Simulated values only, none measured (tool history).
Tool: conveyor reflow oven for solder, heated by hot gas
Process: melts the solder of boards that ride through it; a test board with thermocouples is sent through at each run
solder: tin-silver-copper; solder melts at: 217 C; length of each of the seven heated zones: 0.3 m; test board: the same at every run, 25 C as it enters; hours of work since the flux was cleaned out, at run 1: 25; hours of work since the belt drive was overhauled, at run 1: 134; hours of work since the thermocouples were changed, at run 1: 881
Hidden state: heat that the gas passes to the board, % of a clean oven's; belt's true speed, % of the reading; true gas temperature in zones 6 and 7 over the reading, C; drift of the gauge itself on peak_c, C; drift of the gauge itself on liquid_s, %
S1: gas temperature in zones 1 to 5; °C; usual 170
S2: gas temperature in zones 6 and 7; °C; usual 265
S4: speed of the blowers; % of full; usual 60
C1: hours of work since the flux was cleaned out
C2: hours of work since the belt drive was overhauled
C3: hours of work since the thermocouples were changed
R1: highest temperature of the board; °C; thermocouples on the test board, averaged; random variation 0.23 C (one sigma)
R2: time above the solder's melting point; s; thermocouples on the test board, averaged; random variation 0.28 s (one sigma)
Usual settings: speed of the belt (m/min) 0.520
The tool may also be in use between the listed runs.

{"run": 1, "hour": 0.0, "S1": 170, "S2": 265, "speed of the belt (m/min)": 0.52, "S4": 60, "C1": 25, "C2": 134, "C3": 881, "R1": 244.6, "R2": 43.0}
{"run": 2, "hour": 11.4, "S1": 170, "S2": 265, "speed of the belt (m/min)": 0.52, "S4": 60, "C1": 30, "C2": 139, "C3": 886, "R1": 244.8, "R2": 42.9}
{"run": 3, "hour": 23.2, "S1": 170, "S2": 265, "speed of the belt (m/min)": 0.52, "S4": 60, "C1": 35, "C2": 144, "C3": 890, "R1": 244.5, "R2": 43.3}
{"run": 4, "hour": 38.8, "S1": 170, "S2": 265, "speed of the belt (m/min)": 0.52, "S4": 60, "C1": 41, "C2": 150, "C3": 897, "R1": 244.3, "R2": 43.4}
{"run": 5, "hour": 57.5, "S1": 170, "S2": 265, "speed of the belt (m/min)": 0.52, "S4": 60, "C1": 49, "C2": 158, "C3": 905, "R1": 244.4, "R2": 43.6}
{"run": 6, "hour": 74.9, "S1": 170, "S2": 265, "speed of the belt (m/min)": 0.52, "S4": 60, "C1": 56, "C2": 165, "C3": 912, "R1": 244.6, "R2": 43.0}
{"run": 7, "hour": 89.0, "S1": 170, "S2": 265, "speed of the belt (m/min)": 0.607, "S4": 60, "C1": 62, "C2": 171, "C3": 918, "R1": 237.8, "R2": 30.3}
{"run": 8, "hour": 100.5, "S1": 168, "S2": 265, "speed of the belt (m/min)": 0.607, "S4": 60, "C1": 67, "C2": 176, "C3": 922, "R1": 237.1, "R2": 28.9}
{"run": 9, "hour": 115.8, "S1": 168, "S2": 265, "speed of the belt (m/min)": 0.607, "S4": 60, "C1": 73, "C2": 182, "C3": 929, "R1": 237.1, "R2": 28.8}
{"run": 10, "hour": 132.5, "S1": 168, "S2": 265, "speed of the belt (m/min)": 0.607, "S4": 60, "C1": 80, "C2": 189, "C3": 936, "R1": 237.5, "R2": 28.6}
{"run": 11, "hour": 146.2, "S1": 170, "S2": 265, "speed of the belt (m/min)": 0.52, "S4": 83, "C1": 86, "C2": 194, "C3": 941, "R1": 252.1, "R2": 50.6}
{"run": 12, "hour": 161.7, "S1": 170, "S2": 260, "speed of the belt (m/min)": 0.52, "S4": 60, "C1": 92, "C2": 201, "C3": 948, "R1": 240.2, "R2": 39.5}
{"run": 13, "hour": 176.6, "S1": 170, "S2": 260, "speed of the belt (m/min)": 0.52, "S4": 60, "C1": 98, "C2": 207, "C3": 954, "R1": 240.7, "R2": 39.3}
{"run": 14, "hour": 195.9, "S1": 162, "S2": 265, "speed of the belt (m/min)": 0.52, "S4": 60, "C1": 106, "C2": 215, "C3": 962, "R1": 242.2, "R2": 38.7}
{"run": 15, "hour": 212.8, "S1": 162, "S2": 265, "speed of the belt (m/min)": 0.52, "S4": 60, "C1": 113, "C2": 222, "C3": 969, "R1": 242.5, "R2": 39.0}
{"hour": 217.7, "done": "belt drive overhauled, speed set with a stopwatch"}
{"run": 16, "hour": 230.4, "S1": 162, "S2": 265, "speed of the belt (m/min)": 0.462, "S4": 63, "C1": 119, "C2": 5, "C3": 974, "R1": 248.8, "R2": 50.9}
{"run": 17, "hour": 246.9, "S1": 162, "S2": 265, "speed of the belt (m/min)": 0.462, "S4": 63, "C1": 126, "C2": 12, "C3": 981, "R1": 248.4, "R2": 51.0}
{"run": 18, "hour": 266.0, "S1": 165, "S2": 273, "speed of the belt (m/min)": 0.448, "S4": 56, "C1": 134, "C2": 20, "C3": 989, "R1": 253.7, "R2": 57.7}
{"run": 19, "hour": 274.3, "S1": 165, "S2": 273, "speed of the belt (m/min)": 0.448, "S4": 56, "C1": 137, "C2": 23, "C3": 992, "R1": 253.7, "R2": 56.9}
{"run": 20, "hour": 292.3, "S1": 170, "S2": 271, "speed of the belt (m/min)": 0.52, "S4": 51, "C1": 144, "C2": 31, "C3": 1000, "R1": 244.5, "R2": 42.2}
{"run": 21, "hour": 312.2, "S1": 157, "S2": 265, "speed of the belt (m/min)": 0.52, "S4": 60, "C1": 153, "C2": 39, "C3": 1008, "R1": 241.1, "R2": 35.9}
{"run": 22, "hour": 323.2, "S1": 170, "S2": 265, "speed of the belt (m/min)": 0.422, "S4": 80, "C1": 157, "C2": 44, "C3": 1013, "R1": 257.1, "R2": 67.7}
{"hour": 332.6, "done": "belt drive overhauled, speed set with a stopwatch, once more"}
{"run": 23, "hour": 339.8, "S1": 170, "S2": 265, "speed of the belt (m/min)": 0.422, "S4": 80, "C1": 162, "C2": 3, "C3": 1018, "R1": 256.5, "R2": 66.5}
{"run": 24, "hour": 359.0, "S1": 170, "S2": 265, "speed of the belt (m/min)": 0.422, "S4": 80, "C1": 170, "C2": 11, "C3": 1026, "R1": 256.5, "R2": 67.2}
{"run": 25, "hour": 378.1, "S1": 170, "S2": 265, "speed of the belt (m/min)": 0.422, "S4": 80, "C1": 178, "C2": 19, "C3": 1034, "R1": 257.0, "R2": 67.0}
{"run": 26, "hour": 390.1, "S1": 170, "S2": 265, "speed of the belt (m/min)": 0.422, "S4": 80, "C1": 183, "C2": 24, "C3": 1039, "R1": 256.6, "R2": 67.4}
{"hour": 403.7, "done": "thermocouples of zones 6 and 7 changed"}
{"run": 27, "hour": 403.7, "S1": 170, "S2": 265, "speed of the belt (m/min)": 0.52, "S4": 67, "C1": 188, "C2": 29, "C3": 0, "R1": 243.9, "R2": 42.4}
{"run": 28, "hour": 423.6, "S1": 172, "S2": 257, "speed of the belt (m/min)": 0.454, "S4": 59, "C1": 196, "C2": 37, "C3": 8, "R1": 239.6, "R2": 45.3}
{"run": 29, "hour": 436.2, "S1": 170, "S2": 269, "speed of the belt (m/min)": 0.52, "S4": 78, "C1": 201, "C2": 42, "C3": 13, "R1": 250.1, "R2": 48.6}
{"run": 30, "hour": 445.0, "S1": 177, "S2": 265, "speed of the belt (m/min)": 0.52, "S4": 60, "C1": 205, "C2": 46, "C3": 17, "R1": 242.8, "R2": 42.8}

The same runs without the tool's hidden state, with the same run-to-run variation:
run=1 R1=242.5 R2=41.2
run=2 R1=242.8 R2=41.1
run=3 R1=242.4 R2=41.5
run=4 R1=242.3 R2=41.6
run=5 R1=242.5 R2=41.9
run=6 R1=242.7 R2=41.4
run=7 R1=236.2 R2=28.8
run=8 R1=235.5 R2=27.5
run=9 R1=235.6 R2=27.4
run=10 R1=236.1 R2=27.3
run=11 R1=250.2 R2=49.5
run=12 R1=238.5 R2=37.8
run=13 R1=238.9 R2=37.6
run=14 R1=240.6 R2=37.3
run=15 R1=240.9 R2=37.7
run=16 R1=246.9 R2=49.1
run=17 R1=246.5 R2=49.3
run=18 R1=251.8 R2=55.9
run=19 R1=251.8 R2=55.1
run=20 R1=242.9 R2=40.6
run=21 R1=239.7 R2=34.5
run=22 R1=255.0 R2=66.2
run=23 R1=254.8 R2=66.0
run=24 R1=254.8 R2=66.7
run=25 R1=255.3 R2=66.6
run=26 R1=254.9 R2=66.9
run=27 R1=245.8 R2=44.6
run=28 R1=241.1 R2=47.6
run=29 R1=252.2 R2=50.5
run=30 R1=244.6 R2=45.0
